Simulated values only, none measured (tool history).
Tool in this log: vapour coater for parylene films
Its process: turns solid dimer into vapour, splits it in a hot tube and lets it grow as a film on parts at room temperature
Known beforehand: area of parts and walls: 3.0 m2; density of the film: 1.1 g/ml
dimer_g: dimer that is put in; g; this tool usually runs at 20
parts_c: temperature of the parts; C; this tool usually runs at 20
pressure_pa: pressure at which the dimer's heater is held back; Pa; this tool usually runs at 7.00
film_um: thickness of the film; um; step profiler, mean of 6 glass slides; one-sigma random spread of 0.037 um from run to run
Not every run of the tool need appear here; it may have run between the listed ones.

run	day	dimer_g	parts_c	pressure_pa	film_um
1	0.000	20	20	7.00	3.59
2	0.608	20	20	7.00	3.59
3	1.362	20	20	7.00	3.53
4	2.050	20	20	7.00	3.58
5	2.767	20	20	7.00	3.56
6	3.246	20	13	7.00	4.20
7	4.133	20	13	7.00	4.22
8	4.892	20	13	7.00	4.23
9	5.362	20	12	7.00	4.26
10	5.858	20	12	7.00	4.26
11	6.850	20	12	7.00	4.29
# day 7.675: trap's valve overhauled
12	7.721	20	27	7.00	3.21
13	8.212	20	14	7.00	4.43
14	9.200	20	14	7.00	4.42
15	9.696	20	20	7.00	3.81
16	10.454	20	20	7.00	3.80
17	11.012	20	20	7.00	3.85
18	11.608	18	21	4.67	3.54
19	12.046	32	19	5.38	6.48
20	12.675	8	13	11.11	1.57
21	13.521	8	16	9.64	1.54
22	14.346	20	16	10.74	3.75
23	14.996	33	18	7.00	6.38
24	15.829	21	20	7.00	3.96
25	16.700	14	13	2.46	3.84
26	17.692	12	17	5.12	2.61
27	18.467	20	20	7.00	3.69
28	19.412	24	20	2.84	5.39
29	20.350	24	20	2.84	5.27
30	20.954	10	18	2.84	2.29
31	21.533	20	22	7.00	3.41
32	22.533	17	22	7.00	2.91
33	23.238	8	25	4.41	1.40

Per-run results on a tool with no hidden state, each run keeping its own random variation:
The hidden state here: vapour lost through the trap's worn valve, %; true temperature of the parts over the reading, C; drift of the gauge itself on film_um, %.
run	film_um
1	3.84
2	3.84
3	3.79
4	3.85
5	3.85
6	4.54
7	4.58
8	4.60
9	4.64
10	4.66
11	4.70
12	3.22
13	4.45
14	4.45
15	3.85
16	3.85
17	3.91
18	3.61
19	6.60
20	1.61
21	1.57
22	3.86
23	6.57
24	4.09
25	3.98
26	2.71
27	3.85
28	5.65
29	5.55
30	2.42
31	3.61
32	3.08
33	1.49

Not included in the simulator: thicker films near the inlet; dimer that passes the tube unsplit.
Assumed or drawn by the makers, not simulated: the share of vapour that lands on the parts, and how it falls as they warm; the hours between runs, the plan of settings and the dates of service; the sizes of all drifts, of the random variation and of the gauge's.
